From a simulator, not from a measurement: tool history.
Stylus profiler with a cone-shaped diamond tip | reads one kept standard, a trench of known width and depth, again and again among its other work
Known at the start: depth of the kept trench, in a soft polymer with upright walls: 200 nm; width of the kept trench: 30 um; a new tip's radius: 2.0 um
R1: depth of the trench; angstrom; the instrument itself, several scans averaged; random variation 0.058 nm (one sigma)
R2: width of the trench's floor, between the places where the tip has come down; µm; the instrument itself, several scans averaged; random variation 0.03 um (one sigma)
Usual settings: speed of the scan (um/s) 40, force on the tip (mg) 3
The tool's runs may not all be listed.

{"run": 1, "hour": 0.0, "speed of the scan (um/s)": 40, "force on the tip (mg)": 3, "R1": 2034.4, "R2": 27.99}
{"run": 2, "hour": 20.4, "speed of the scan (um/s)": 62, "force on the tip (mg)": 3, "R1": 2034.1, "R2": 27.85}
{"run": 3, "hour": 37.6, "speed of the scan (um/s)": 62, "force on the tip (mg)": 3, "R1": 2034.2, "R2": 27.92}
{"run": 4, "hour": 50.4, "speed of the scan (um/s)": 40, "force on the tip (mg)": 7.96, "R1": 2066.9, "R2": 28}
{"run": 5, "hour": 61.4, "speed of the scan (um/s)": 40, "force on the tip (mg)": 7.96, "R1": 2067.1, "R2": 28.02}
{"run": 6, "hour": 80.0, "speed of the scan (um/s)": 40, "force on the tip (mg)": 4.58, "R1": 2045.1, "R2": 28.03}
{"run": 7, "hour": 102.2, "speed of the scan (um/s)": 40, "force on the tip (mg)": 4.58, "R1": 2047.1, "R2": 27.96}
{"run": 8, "hour": 118.9, "speed of the scan (um/s)": 40, "force on the tip (mg)": 3, "R1": 2034.2, "R2": 27.93}
{"run": 9, "hour": 134.9, "speed of the scan (um/s)": 40, "force on the tip (mg)": 3, "R1": 2034.9, "R2": 27.93}
{"run": 10, "hour": 157.8, "speed of the scan (um/s)": 40, "force on the tip (mg)": 3, "R1": 2035.1, "R2": 27.95}
{"run": 11, "hour": 182.6, "speed of the scan (um/s)": 108, "force on the tip (mg)": 3, "R1": 2034.8, "R2": 27.67}
{"run": 12, "hour": 199.0, "speed of the scan (um/s)": 108, "force on the tip (mg)": 3, "R1": 2034.9, "R2": 27.77}
{"run": 13, "hour": 215.2, "speed of the scan (um/s)": 108, "force on the tip (mg)": 3, "R1": 2034.7, "R2": 27.77}
{"run": 14, "hour": 235.6, "speed of the scan (um/s)": 151, "force on the tip (mg)": 3, "R1": 2034.9, "R2": 27.59}
{"run": 15, "hour": 250.8, "speed of the scan (um/s)": 151, "force on the tip (mg)": 3, "R1": 2036, "R2": 27.61}
{"run": 16, "hour": 275.5, "speed of the scan (um/s)": 151, "force on the tip (mg)": 3, "R1": 2034.7, "R2": 27.57}
{"run": 17, "hour": 289.6, "speed of the scan (um/s)": 151, "force on the tip (mg)": 1.49, "R1": 2021.9, "R2": 27.43}
{"run": 18, "hour": 308.5, "speed of the scan (um/s)": 151, "force on the tip (mg)": 1.49, "R1": 2022.9, "R2": 27.41}
{"run": 19, "hour": 327.3, "speed of the scan (um/s)": 151, "force on the tip (mg)": 1.49, "R1": 2023.7, "R2": 27.4}
{"run": 20, "hour": 346.3, "speed of the scan (um/s)": 151, "force on the tip (mg)": 1.49, "R1": 2022, "R2": 27.4}
{"run": 21, "hour": 360.1, "speed of the scan (um/s)": 151, "force on the tip (mg)": 1.49, "R1": 2022.6, "R2": 27.4}
{"run": 22, "hour": 371.2, "speed of the scan (um/s)": 151, "force on the tip (mg)": 1.49, "R1": 2023.4, "R2": 27.35}
{"run": 23, "hour": 384.6, "speed of the scan (um/s)": 151, "force on the tip (mg)": 1.49, "R1": 2022.2, "R2": 27.4}
{"run": 24, "hour": 397.3, "speed of the scan (um/s)": 114, "force on the tip (mg)": 3.52, "R1": 2039, "R2": 27.78}
{"run": 25, "hour": 421.4, "speed of the scan (um/s)": 114, "force on the tip (mg)": 3.52, "R1": 2040.2, "R2": 27.69}
{"run": 26, "hour": 443.0, "speed of the scan (um/s)": 75, "force on the tip (mg)": 1.46, "R1": 2022.8, "R2": 27.65}
{"run": 27, "hour": 464.5, "speed of the scan (um/s)": 71, "force on the tip (mg)": 2.81, "R1": 2033.8, "R2": 27.78}
{"run": 28, "hour": 484.4, "speed of the scan (um/s)": 120, "force on the tip (mg)": 3.29, "R1": 2036.8, "R2": 27.61}
{"run": 29, "hour": 498.7, "speed of the scan (um/s)": 16, "force on the tip (mg)": 1.52, "R1": 2023.6, "R2": 27.86}
{"run": 30, "hour": 514.7, "speed of the scan (um/s)": 16, "force on the tip (mg)": 1.52, "R1": 2023.2, "R2": 27.93}
{"run": 31, "hour": 525.1, "speed of the scan (um/s)": 23, "force on the tip (mg)": 1.43, "R1": 2022.3, "R2": 27.87}
{"run": 32, "hour": 548.5, "speed of the scan (um/s)": 15, "force on the tip (mg)": 3, "R1": 2036.6, "R2": 27.87}
{"run": 33, "hour": 566.4, "speed of the scan (um/s)": 12, "force on the tip (mg)": 4.95, "R1": 2049.1, "R2": 27.88}
{"run": 34, "hour": 590.2, "speed of the scan (um/s)": 24, "force on the tip (mg)": 1.8, "R1": 2026.1, "R2": 27.88}
{"run": 35, "hour": 604.0, "speed of the scan (um/s)": 101, "force on the tip (mg)": 3.07, "R1": 2036.3, "R2": 27.66}
{"run": 36, "hour": 626.1, "speed of the scan (um/s)": 73, "force on the tip (mg)": 1.56, "R1": 2024.5, "R2": 27.65}
{"run": 37, "hour": 645.9, "speed of the scan (um/s)": 25, "force on the tip (mg)": 8.96, "R1": 2073.4, "R2": 27.91}
{"run": 38, "hour": 663.9, "speed of the scan (um/s)": 66, "force on the tip (mg)": 3.51, "R1": 2040, "R2": 27.79}
{"run": 39, "hour": 674.4, "speed of the scan (um/s)": 66, "force on the tip (mg)": 3.51, "R1": 2040.5, "R2": 27.77}
{"run": 40, "hour": 692.8, "speed of the scan (um/s)": 158, "force on the tip (mg)": 7.63, "R1": 2066.1, "R2": 27.57}
{"run": 41, "hour": 713.1, "speed of the scan (um/s)": 158, "force on the tip (mg)": 7.63, "R1": 2065.9, "R2": 27.65}
{"run": 42, "hour": 725.4, "speed of the scan (um/s)": 158, "force on the tip (mg)": 7.63, "R1": 2065.6, "R2": 27.6}
{"run": 43, "hour": 747.2, "speed of the scan (um/s)": 21, "force on the tip (mg)": 1.64, "R1": 2025.7, "R2": 27.8}
{"run": 44, "hour": 764.1, "speed of the scan (um/s)": 11, "force on the tip (mg)": 2.75, "R1": 2035.3, "R2": 27.85}
{"run": 45, "hour": 779.8, "speed of the scan (um/s)": 75, "force on the tip (mg)": 5.42, "R1": 2053.3, "R2": 27.74}
{"run": 46, "hour": 791.6, "speed of the scan (um/s)": 75, "force on the tip (mg)": 5.42, "R1": 2053.3, "R2": 27.68}

3 ways to go on from here, each from the tool as it stands after run 46. What would each give?
{"run": "A", "hour": 810.1, "speed of the scan (um/s)": 45, "force on the tip (mg)": 3.33, "R1": "?", "R2": "?"}
{"run": "B", "hour": 810.1, "speed of the scan (um/s)": 14, "force on the tip (mg)": 1.59, "R1": "?", "R2": "?"}
{"run": "C", "hour": 810.1, "speed of the scan (um/s)": 18, "force on the tip (mg)": 2.03, "R1": "?", "R2": "?"}

run=A R1=2038.2 R2=27.8
run=B R1=2024.5 R2=27.75
run=C R1=2027.9 R2=27.85
Without the tool's hidden state the same runs would have given:
run=A R1=2036.1 R2=28.18
run=B R1=2022.5 R2=28.13
run=C R1=2025.8 R2=28.23
